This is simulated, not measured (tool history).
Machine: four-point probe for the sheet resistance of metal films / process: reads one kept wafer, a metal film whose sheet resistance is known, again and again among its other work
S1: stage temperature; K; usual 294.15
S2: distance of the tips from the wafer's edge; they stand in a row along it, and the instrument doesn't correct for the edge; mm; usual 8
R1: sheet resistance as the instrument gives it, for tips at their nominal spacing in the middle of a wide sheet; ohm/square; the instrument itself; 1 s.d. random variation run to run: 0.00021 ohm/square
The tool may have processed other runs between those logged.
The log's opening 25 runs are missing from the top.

run,day,S1,S2,R1
26,13.571,293.15,4,1.080447
27,13.942,295.15,15,1.030408
28,14.3,302.15,57,1.022281
29,14.671,302.15,57,1.022133
# day 15.071: stage's thermometer calibrated, once more
30,15.354,302.15,57,1.022365
31,15.917,302.15,57,1.021913
32,16.371,297.15,26,1.026022
33,16.962,301.15,4,1.074511
34,17.508,301.15,75,1.022136
35,18.292,294.15,24,1.02813
# day 18.483: new probe head fitted
36,18.942,307.15,12,1.042672
37,19.608,307.15,12,1.04276
38,20.2,301.15,23,1.041728
39,20.633,292.15,12,1.052208

What does the tool deliver on the next run?
40,21.329,291.15,63,?

Run 40 gave R1 1.046583 ohm/square.
Without the tool's hidden state the same run would have given R1 1.042244 ohm/square.

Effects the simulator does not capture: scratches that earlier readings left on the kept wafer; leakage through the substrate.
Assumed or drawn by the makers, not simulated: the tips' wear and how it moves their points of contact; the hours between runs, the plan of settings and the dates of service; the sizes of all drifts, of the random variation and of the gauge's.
